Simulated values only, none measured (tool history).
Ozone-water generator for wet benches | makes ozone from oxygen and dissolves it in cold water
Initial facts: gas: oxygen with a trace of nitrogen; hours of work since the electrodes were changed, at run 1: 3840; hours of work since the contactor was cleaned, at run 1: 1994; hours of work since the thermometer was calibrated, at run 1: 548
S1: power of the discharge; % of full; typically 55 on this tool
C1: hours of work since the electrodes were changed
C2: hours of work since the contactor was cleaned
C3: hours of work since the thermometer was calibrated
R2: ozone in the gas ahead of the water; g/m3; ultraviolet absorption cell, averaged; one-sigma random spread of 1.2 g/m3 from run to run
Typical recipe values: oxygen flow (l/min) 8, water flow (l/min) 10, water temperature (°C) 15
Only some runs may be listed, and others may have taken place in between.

Run 1, hour 0: usual settings; C1 3840; C2 1994; C3 548. Result: dissolved ozone (ppm) 35.5, R2 198.8 g/m3.
Run 2, hour 93.1: usual settings but oxygen flow (l/min) 4.17; C1 3911; C2 2065; C3 619. Result: dissolved ozone (ppm) 42.3, R2 305.3 g/m3.
Run 3, hour 257.7: usual settings; C1 4038; C2 2191; C3 746. Result: dissolved ozone (ppm) 34.9, R2 195.5 g/m3.
Run 4, hour 376.2: usual settings; C1 4129; C2 2282; C3 837. Result: dissolved ozone (ppm) 34.3, R2 197.5 g/m3.
Run 5, hour 484.4: usual settings; C1 4212; C2 2365; C3 920. Result: dissolved ozone (ppm) 34.3, R2 194 g/m3.
Run 6, hour 704.9: usual settings; C1 4381; C2 2535; C3 1089. Result: dissolved ozone (ppm) 34.3, R2 192 g/m3.
At hour 911.5: contactor cleaned.
Run 7, hour 911.5: usual settings; C1 4536; C2 0; C3 1244. Result: dissolved ozone (ppm) 36.3, R2 191.5 g/m3.
Run 8, hour 1105.4: usual settings; C1 4685; C2 149; C3 1393. Result: dissolved ozone (ppm) 35.3, R2 190.7 g/m3.
Run 9, hour 1290.2: usual settings; C1 4827; C2 291; C3 1535. Result: dissolved ozone (ppm) 35.2, R2 189 g/m3.
Run 10, hour 1384.9: usual settings; C1 4900; C2 363; C3 1608. Result: dissolved ozone (ppm) 35.3, R2 189.6 g/m3.
Run 11, hour 1570.4: usual settings; C1 5042; C2 506; C3 1750. Result: dissolved ozone (ppm) 35, R2 188.5 g/m3.
Run 12, hour 1706.9: usual settings; C1 5147; C2 610; C3 1855. Result: dissolved ozone (ppm) 34.7, R2 188.9 g/m3.
Run 13, hour 1870.2: usual settings but oxygen flow (l/min) 6.18; C1 5272; C2 736; C3 1980. Result: dissolved ozone (ppm) 37.7, R2 224.1 g/m3.
Run 14, hour 2038.5: usual settings but S1 72 % of full; C1 5401; C2 865; C3 2109. Result: dissolved ozone (ppm) 41.2, R2 224.4 g/m3.
Run 15, hour 2210.3: usual settings but S1 57 % of full, water flow (l/min) 13; C1 5533; C2 997; C3 2241. Result: dissolved ozone (ppm) 30, R2 188.9 g/m3.
Run 16, hour 2342.5: usual settings but S1 65 % of full, oxygen flow (l/min) 6.6; C1 5635; C2 1098; C3 2343. Result: dissolved ozone (ppm) 40.7, R2 238.1 g/m3.
Run 17, hour 2513.5: usual settings but S1 89 % of full, oxygen flow (l/min) 4.03, water flow (l/min) 8, water temperature (°C) 9; C1 5766; C2 1229; C3 2474. Result: dissolved ozone (ppm) 73.7, R2 409.3 g/m3.
Run 18, hour 2648.2: usual settings but S1 89 % of full, oxygen flow (l/min) 4.03, water flow (l/min) 8, water temperature (°C) 9; C1 5869; C2 1333; C3 2577. Result: dissolved ozone (ppm) 73.2, R2 408.4 g/m3.
Run 19, hour 2830.8: usual settings but S1 89 % of full, oxygen flow (l/min) 4.03, water flow (l/min) 8, water temperature (°C) 9; C1 6009; C2 1473; C3 2717. Result: dissolved ozone (ppm) 72.7, R2 400.8 g/m3.
Run 20, hour 2942.7: usual settings but oxygen flow (l/min) 8.74, water temperature (°C) 11; C1 6095; C2 1559; C3 2803. Result: dissolved ozone (ppm) 34.4, R2 170.9 g/m3.
Run 21, hour 3151.5: usual settings but S1 83 % of full, oxygen flow (l/min) 7.05, water flow (l/min) 6, water temperature (°C) 21; C1 6255; C2 1719; C3 2963. Result: dissolved ozone (ppm) 49.5, R2 259.4 g/m3.
Run 22, hour 3255.9: usual settings but S1 83 % of full, oxygen flow (l/min) 7.05, water flow (l/min) 6, water temperature (°C) 21; C1 6336; C2 1799; C3 3044. Result: dissolved ozone (ppm) 49.5, R2 260 g/m3.
At hour 3370.5: electrodes of the discharge changed.
Run 23, hour 3401.5: usual settings but S1 79 % of full, oxygen flow (l/min) 7.05, water flow (l/min) 8, water temperature (°C) 20; C1 24; C2 1906; C3 3151. Result: dissolved ozone (ppm) 56.4, R2 325.3 g/m3.
Run 24, hour 3568.2: usual settings but S1 99 % of full, oxygen flow (l/min) 10.03, water flow (l/min) 12, water temperature (°C) 17; C1 152; C2 2034; C3 3279. Result: dissolved ozone (ppm) 51.9, R2 310.6 g/m3.
Run 25, hour 3663.8: usual settings but S1 99 % of full, oxygen flow (l/min) 10.03, water flow (l/min) 12, water temperature (°C) 17; C1 225; C2 2108; C3 3352. Result: dissolved ozone (ppm) 51.9, R2 312.8 g/m3.
Run 26, hour 3814.9: usual settings but S1 99 % of full, oxygen flow (l/min) 10.03, water flow (l/min) 12, water temperature (°C) 17; C1 341; C2 2224; C3 3468. Result: dissolved ozone (ppm) 50.7, R2 308.2 g/m3.
Run 27, hour 3987: usual settings but S1 99 % of full, oxygen flow (l/min) 10.03, water flow (l/min) 12, water temperature (°C) 17; C1 473; C2 2356; C3 3600. Result: dissolved ozone (ppm) 50.1, R2 308.8 g/m3.

For each entry between runs, how does the tool's hidden state at the last listed run before it compare with that at the first listed run after it?
In the gap between runs 6 and 7: contactor cleaned (hour 911.5)
  yield of the discharge, % of new electrodes': 84.5 -> 83.9; contactor's efficiency, % of a clean one's: 88.2 -> 99.9; true water temperature over the reading, C: 0.05 -> 0.07
  the result without the hidden state subtracted from the measured one, dissolved ozone (ppm): -7.4 -> -5.6; R2: -27.9 -> -28.9 g/m3
In the gap between runs 22 and 23: electrodes of the discharge changed (hour 3370.5)
  yield of the discharge, % of new electrodes': 77.8 -> 99; contactor's efficiency, % of a clean one's: 92 -> 91.5; true water temperature over the reading, C: 0.23 -> 0.24
  the result without the hidden state subtracted from the measured one, dissolved ozone (ppm): -18.7 -> -3.2; R2: -85.3 -> -3.6 g/m3
